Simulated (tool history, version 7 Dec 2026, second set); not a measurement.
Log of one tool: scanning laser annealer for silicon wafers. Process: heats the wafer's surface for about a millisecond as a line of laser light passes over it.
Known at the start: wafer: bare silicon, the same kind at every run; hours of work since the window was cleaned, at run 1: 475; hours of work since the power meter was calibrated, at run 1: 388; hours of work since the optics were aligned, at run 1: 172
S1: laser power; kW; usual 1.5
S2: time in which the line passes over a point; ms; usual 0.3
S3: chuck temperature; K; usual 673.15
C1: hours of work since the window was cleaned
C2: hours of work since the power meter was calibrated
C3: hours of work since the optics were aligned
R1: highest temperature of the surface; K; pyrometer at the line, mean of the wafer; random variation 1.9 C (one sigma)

run,hour,S1,S2,S3,C1,C2,C3,R1
1,0,1.5,0.3,673.15,475,388,172,1432.15
2,35.7,1.5,0.3,673.15,491,403,188,1435.15
3,73.8,1.5,0.3,673.15,508,420,204,1424.15
4,100.1,1.5,0.3,651.15,519,432,216,1406.15
5,122.1,1.5,0.3,673.15,529,442,226,1429.15
# hour 138: window over the wafer cleaned
6,148.7,1.5,0.319,673.15,5,453,237,1507.15
7,181.1,1.5,0.3,666.15,19,467,251,1471.15
8,210.8,1.5,0.36,666.15,32,480,264,1558.15
9,245.9,1.5,0.36,666.15,48,495,279,1555.15
10,272.3,1.295,0.3,673.15,59,507,291,1356.15
11,307.5,1.295,0.3,673.15,75,523,307,1354.15
12,349.6,1.5,0.212,673.15,93,541,325,1329.15
13,395.4,1.5,0.212,673.15,114,561,346,1325.15
14,416.6,1.5,0.212,673.15,123,571,355,1324.15
15,450.1,1.5,0.212,673.15,138,586,370,1324.15
16,483.7,1.5,0.212,673.15,153,600,385,1320.15
17,522.6,1.5,0.24,673.15,170,618,402,1369.15
18,557.3,1.584,0.3,673.15,185,633,417,1511.15
19,590.5,1.584,0.3,673.15,200,648,432,1507.15
20,634,1.584,0.3,673.15,219,667,451,1508.15
21,671.9,1.584,0.259,696.15,236,684,468,1458.15
22,717.9,1.584,0.259,696.15,256,704,488,1458.15
23,748.2,1.584,0.259,696.15,269,717,501,1455.15
24,790.3,1.351,0.293,675.15,288,736,520,1357.15
25,828.5,1.5,0.35,643.15,305,753,537,1491.15
26,851.7,1.5,0.35,643.15,315,763,547,1488.15
27,881.4,1.618,0.3,673.15,328,776,560,1511.15
28,906.2,1.618,0.3,673.15,339,787,571,1513.15
29,948.3,1.618,0.3,673.15,358,806,590,1509.15
30,975.3,1.618,0.3,673.15,370,818,602,1509.15
31,995.7,1.504,0.231,697.15,379,827,611,1358.15
32,1043.1,1.5,0.239,701.15,400,847,631,1371.15
33,1085.9,1.276,0.239,667.15,419,866,650,1232.15
34,1106.2,1.5,0.353,697.15,428,875,659,1539.15
35,1132,1.5,0.3,682.15,439,887,671,1444.15
36,1178,1.343,0.3,682.15,459,907,691,1353.15
37,1210.6,1.636,0.343,682.15,474,921,705,1582.15
38,1231.4,1.282,0.331,643.15,483,931,715,1321.15
39,1268.6,1.646,0.316,682.15,499,947,731,1544.15
40,1293.2,1.414,0.289,687.15,510,958,742,1379.15

Forecast each of these 5 alternatives for the next run:
A,1313.8,1.625,0.263,644.15,519,967,751,?
B,1313.8,1.414,0.281,699.15,519,967,751,?
C,1313.8,1.414,0.236,687.15,519,967,751,?
D,1313.8,1.414,0.29,687.15,519,967,751,?
E,1313.8,1.38,0.3,645.15,519,967,751,?

run,R1
A,1409.15
B,1379.15
C,1303.15
D,1382.15
E,1334.15
Without the tool's hidden state the same runs would have given:
run,R1
A,1462.15
B,1427.15
C,1346.15
D,1430.15
E,1382.15
